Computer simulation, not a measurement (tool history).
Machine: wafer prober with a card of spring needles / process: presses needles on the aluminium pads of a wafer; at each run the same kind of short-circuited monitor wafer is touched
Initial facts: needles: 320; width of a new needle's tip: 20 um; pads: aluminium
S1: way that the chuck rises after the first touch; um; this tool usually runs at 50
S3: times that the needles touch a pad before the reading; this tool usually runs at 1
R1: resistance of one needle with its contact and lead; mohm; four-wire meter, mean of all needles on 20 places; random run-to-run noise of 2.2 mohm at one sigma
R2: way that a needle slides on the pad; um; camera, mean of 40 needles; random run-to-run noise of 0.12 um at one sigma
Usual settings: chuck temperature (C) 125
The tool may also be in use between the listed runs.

run 1 hour=0 | S1=50 chuck_temperature_(C)=125 S3=1 | R1=242 R2=12.76
-- hour=6.8 tips cleaned on abrasive film
run 2 hour=11.1 | S1=50 chuck_temperature_(C)=125 S3=1 | R1=244 R2=12.79
-- hour=13.6 tips cleaned on abrasive film
run 3 hour=16.6 | S1=50 chuck_temperature_(C)=125 S3=1 | R1=246 R2=12.78
-- hour=20.5 tips cleaned on abrasive film
run 4 hour=21.2 | S1=50 chuck_temperature_(C)=125 S3=1 | R1=245 R2=12.71
run 5 hour=25.9 | S1=50 chuck_temperature_(C)=38 S3=1 | R1=224 R2=12.79
-- hour=26.9 tips cleaned on abrasive film
run 6 hour=31.4 | S1=38 chuck_temperature_(C)=38 S3=1 | R1=229 R2=9.69
-- hour=33.5 tips cleaned on abrasive film
-- hour=40 tips cleaned on abrasive film
run 7 hour=40 | S1=50 chuck_temperature_(C)=125 S3=3 | R1=247 R2=12.67
run 8 hour=44.5 | S1=50 chuck_temperature_(C)=29 S3=1 | R1=220 R2=12.82
-- hour=46.5 tips cleaned on abrasive film
-- hour=53.1 tips cleaned on abrasive film
run 9 hour=54.5 | S1=50 chuck_temperature_(C)=29 S3=1 | R1=223 R2=12.7
-- hour=60.4 tips cleaned on abrasive film
-- hour=61.3 height of the first contact set anew
run 10 hour=63.6 | S1=50 chuck_temperature_(C)=29 S3=1 | R1=222 R2=12.71
-- hour=67.2 tips cleaned on abrasive film
run 11 hour=71 | S1=50 chuck_temperature_(C)=125 S3=1 | R1=250 R2=12.85
-- hour=74 tips cleaned on abrasive film
run 12 hour=76.4 | S1=41 chuck_temperature_(C)=69 S3=2 | R1=238 R2=10.39
-- hour=80.6 tips cleaned on abrasive film
-- hour=86.9 tips cleaned on abrasive film
run 13 hour=87.2 | S1=41 chuck_temperature_(C)=69 S3=2 | R1=233 R2=10.58

Forecast run 14:
run 14 hour=92.9 | S1=63 chuck_temperature_(C)=40 S3=1 | R1=? R2=?

Run 14 produced R1 221 mohm, R2 16.06 um.
With no hidden state in the tool, this same run would have given R1 220 mohm, R2 16.07 um.
